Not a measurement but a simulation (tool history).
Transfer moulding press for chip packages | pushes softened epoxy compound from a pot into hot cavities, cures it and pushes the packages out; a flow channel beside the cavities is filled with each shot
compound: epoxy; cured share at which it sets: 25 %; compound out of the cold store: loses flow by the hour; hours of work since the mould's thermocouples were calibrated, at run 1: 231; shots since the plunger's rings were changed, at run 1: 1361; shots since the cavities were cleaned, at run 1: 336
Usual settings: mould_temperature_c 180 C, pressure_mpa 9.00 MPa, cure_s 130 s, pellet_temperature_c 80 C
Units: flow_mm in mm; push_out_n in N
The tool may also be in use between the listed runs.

| run | day | mould_temperature_c | pressure_mpa | cure_s | pellet_temperature_c | hours of work since the mould's thermocouples were calibrated | shots since the plunger's rings were changed | shots since the cavities were cleaned | incoming compound's hours out of the cold store | flow_mm | push_out_n |
|---|---|---|---|---|---|---|---|---|---|---|---|
| 1 | 0.000 | 180 | 9.00 | 130 | 80 | 231 | 1361 | 336 | 18.1 | 994 | 533 |
|  | 1.388 | cavities cleaned with cleaning compound and waxed |
| 2 | 1.629 | 180 | 9.00 | 130 | 80 | 259 | 1786 | 66 | 25.8 | 941 | 409 |
| 3 | 2.908 | 180 | 9.00 | 159 | 80 | 281 | 2132 | 412 | 14.6 | 996 | 503 |
|  | 4.004 | cavities cleaned with cleaning compound and waxed |
| 4 | 4.038 | 180 | 9.00 | 159 | 80 | 300 | 2421 | 9 | 25.5 | 929 | 342 |
| 5 | 5.429 | 180 | 9.00 | 113 | 80 | 324 | 2798 | 386 | 47.6 | 807 | 606 |
|  | 6.617 | cavities cleaned with cleaning compound and waxed |
| 6 | 6.775 | 180 | 9.00 | 113 | 80 | 347 | 3144 | 42 | 24.9 | 921 | 466 |
|  | 8.117 | plunger's sealing rings changed |
| 7 | 8.754 | 180 | 9.00 | 113 | 80 | 379 | 173 | 551 | 35.4 | 905 | 668 |
|  | 9.158 | mould's thermocouples calibrated |
|  | 9.417 | cavities cleaned with cleaning compound and waxed |
| 8 | 10.200 | 177 | 9.00 | 130 | 80 | 17 | 524 | 212 | 21.7 | 980 | 524 |
|  | 12.033 | cavities cleaned with cleaning compound and waxed |
| 9 | 12.033 | 177 | 9.00 | 130 | 80 | 48 | 1004 | 0 | 11.6 | 1035 | 406 |
| 10 | 13.396 | 187 | 9.00 | 130 | 80 | 72 | 1373 | 369 | 15.5 | 982 | 466 |
|  | 14.629 | cavities cleaned with cleaning compound and waxed |
| 11 | 14.833 | 180 | 9.25 | 130 | 80 | 96 | 1745 | 55 | 42.8 | 857 | 392 |
| 12 | 15.962 | 180 | 8.72 | 130 | 80 | 116 | 2050 | 360 | 32.6 | 886 | 525 |
|  | 17.267 | cavities cleaned with cleaning compound and waxed |
| 13 | 17.333 | 180 | 9.00 | 130 | 80 | 139 | 2404 | 18 | 32.7 | 886 | 381 |
| 14 | 18.596 | 180 | 9.00 | 130 | 80 | 161 | 2747 | 361 | 24.0 | 931 | 529 |
| 15 | 19.533 | 180 | 9.00 | 130 | 80 | 177 | 3000 | 614 | 13.2 | 987 | 623 |
|  | 19.954 | cavities cleaned with cleaning compound and waxed |
| 16 | 20.792 | 180 | 9.00 | 130 | 80 | 198 | 3324 | 226 | 26.5 | 897 | 464 |
|  | 21.512 | plunger's sealing rings changed |
| 17 | 22.188 | 186 | 8.70 | 137 | 80 | 221 | 183 | 576 | 41.3 | 837 | 535 |
|  | 22.717 | cavities cleaned with cleaning compound and waxed |
| 18 | 23.204 | 175 | 10.03 | 157 | 80 | 237 | 441 | 131 | 25.5 | 1033 | 430 |
| 19 | 25.000 | 180 | 9.00 | 130 | 85 | 269 | 927 | 617 | 46.8 | 840 | 568 |
|  | 25.462 | cavities cleaned with cleaning compound and waxed |
| 20 | 26.758 | 180 | 9.00 | 130 | 85 | 298 | 1386 | 350 | 47.3 | 834 | 549 |
|  | 28.121 | cavities cleaned with cleaning compound and waxed |
| 21 | 28.600 | 180 | 9.00 | 130 | 85 | 329 | 1868 | 129 | 42.0 | 854 | 416 |
| 22 | 29.533 | 180 | 9.00 | 151 | 85 | 346 | 2120 | 381 | 27.8 | 928 | 482 |
|  | 30.821 | cavities cleaned with cleaning compound and waxed |
| 23 | 31.529 | 180 | 9.00 | 151 | 85 | 380 | 2644 | 192 | 23.1 | 933 | 424 |
|  | 31.950 | mould's thermocouples calibrated |
|  | 33.508 | cavities cleaned with cleaning compound and waxed |
| 24 | 33.508 | 181 | 10.82 | 151 | 81 | 26 | 3140 | 0 | 44.2 | 902 | 340 |
|  | 34.808 | plunger's sealing rings changed |
| 25 | 34.996 | 181 | 10.82 | 152 | 88 | 50 | 50 | 375 | 23.6 | 1078 | 484 |
| 26 | 36.104 | 183 | 7.84 | 130 | 88 | 70 | 350 | 675 | 20.9 | 915 | 571 |

3 ways to go on from here, each from the tool as it stands after run 26. What would each give?
|  | 36.292 | cavities cleaned with cleaning compound and waxed |
| A | 37.167 | 183 | 8.08 | 130 | 83 | 87 | 621 | 237 | 20.5 | ? | ? |
|  | 36.292 | cavities cleaned with cleaning compound and waxed |
| B | 37.167 | 180 | 9.00 | 114 | 86 | 87 | 621 | 237 | 34.3 | ? | ? |
|  | 36.292 | cavities cleaned with cleaning compound and waxed |
| C | 37.167 | 176 | 7.84 | 130 | 88 | 87 | 621 | 237 | 8.0 | ? | ? |

| run | flow_mm | push_out_n |
|---|---|---|
| A | 926 | 452 |
| B | 914 | 557 |
| C | 1008 | 586 |
Without the tool's hidden state the same runs would have given:
| run | flow_mm | push_out_n |
|---|---|---|
| A | 936 | 337 |
| B | 924 | 416 |
| C | 1019 | 437 |
